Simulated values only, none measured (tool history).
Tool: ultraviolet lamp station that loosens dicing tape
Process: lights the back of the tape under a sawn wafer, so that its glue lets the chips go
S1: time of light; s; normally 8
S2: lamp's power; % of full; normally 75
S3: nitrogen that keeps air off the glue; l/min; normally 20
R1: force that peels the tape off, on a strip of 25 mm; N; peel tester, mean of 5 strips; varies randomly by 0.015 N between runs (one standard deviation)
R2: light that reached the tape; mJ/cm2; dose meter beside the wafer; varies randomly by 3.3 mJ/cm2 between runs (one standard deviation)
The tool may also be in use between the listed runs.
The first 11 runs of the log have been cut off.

Run 12, day 5.467: usual settings but S1 6 s. Result: R1 1.814 N, R2 319 mJ/cm2.
Run 13, day 5.958: usual settings but S1 6 s. Result: R1 1.816 N, R2 319 mJ/cm2.
Run 14, day 6.317: usual settings but S1 6 s. Result: R1 1.883 N, R2 317 mJ/cm2.
Run 15, day 6.612: usual settings but S1 6 s. Result: R1 1.835 N, R2 313 mJ/cm2.
At day 6.750: window cleaned of glue's vapour, once more.
Run 16, day 7.046: usual settings but S1 6 s, S2 73 % of full. Result: R1 1.445 N, R2 361 mJ/cm2.
Run 17, day 7.400: usual settings but S1 5 s, S2 73 % of full. Result: R1 2.019 N, R2 297 mJ/cm2.
Run 18, day 7.992: usual settings but S1 14 s, S2 94 % of full, S3 11 l/min. Result: R1 0.281 N, R2 1065 mJ/cm2.
Run 19, day 8.304: usual settings but S2 72 % of full, S3 9 l/min. Result: R1 1.497 N, R2 463 mJ/cm2.
Run 20, day 8.838: usual settings but S2 77 % of full, S3 12 l/min. Result: R1 1.090 N, R2 500 mJ/cm2.
Run 21, day 9.371: usual settings but S1 14 s, S2 96 % of full, S3 36 l/min. Result: R1 0.214 N, R2 1070 mJ/cm2.
Run 22, day 9.888: usual settings but S1 4 s, S3 33 l/min. Result: R1 2.236 N, R2 239 mJ/cm2.
Run 23, day 10.371: usual settings but S1 4 s, S3 33 l/min. Result: R1 2.236 N, R2 239 mJ/cm2.
Run 24, day 10.862: usual settings but S1 4 s, S3 33 l/min. Result: R1 2.201 N, R2 238 mJ/cm2.
Run 25, day 11.467: usual settings but S1 4 s, S2 83 % of full, S3 16 l/min. Result: R1 2.693 N, R2 260 mJ/cm2.
Run 26, day 11.883: usual settings but S1 4 s, S2 72 % of full, S3 6 l/min. Result: R1 4.282 N, R2 229 mJ/cm2.
Run 27, day 12.275: usual settings but S1 4 s, S2 72 % of full, S3 6 l/min. Result: R1 4.220 N, R2 224 mJ/cm2.
Run 28, day 12.804: usual settings but S1 4 s, S2 72 % of full, S3 6 l/min. Result: R1 4.347 N, R2 222 mJ/cm2.
Run 29, day 13.329: usual settings but S1 4 s, S2 72 % of full, S3 6 l/min. Result: R1 4.358 N, R2 218 mJ/cm2.
Run 30, day 13.879: usual settings but S1 4 s, S2 72 % of full, S3 6 l/min. Result: R1 4.327 N, R2 222 mJ/cm2.
Run 31, day 14.367: usual settings but S1 4 s, S2 72 % of full, S3 6 l/min. Result: R1 4.291 N, R2 216 mJ/cm2.

Alternative continuations, all from the tool just after run 31; predict every row:
Run A, day 14.867: usual settings but S1 5 s, S2 72 % of full, S3 8 l/min. Result: R1 ?, R2 ?.
Run B, day 14.867: usual settings but S1 5 s, S3 8 l/min. Result: R1 ?, R2 ?.
Run C, day 14.867: usual settings but S1 6 s, S2 72 % of full, S3 6 l/min. Result: R1 ?, R2 ?.
Run D, day 14.867: usual settings but S1 5 s, S2 88 % of full, S3 11 l/min. Result: R1 ?, R2 ?.

run     R1   R2
  A  3.256  279
  B  3.148  287
  C  2.984  329
  D  2.226  334
Stripped of hidden state, with their random variation kept, the same runs would have yielded:
run     R1   R2
  A  2.810  319
  B  2.700  329
  C  2.545  376
  D  1.832  383

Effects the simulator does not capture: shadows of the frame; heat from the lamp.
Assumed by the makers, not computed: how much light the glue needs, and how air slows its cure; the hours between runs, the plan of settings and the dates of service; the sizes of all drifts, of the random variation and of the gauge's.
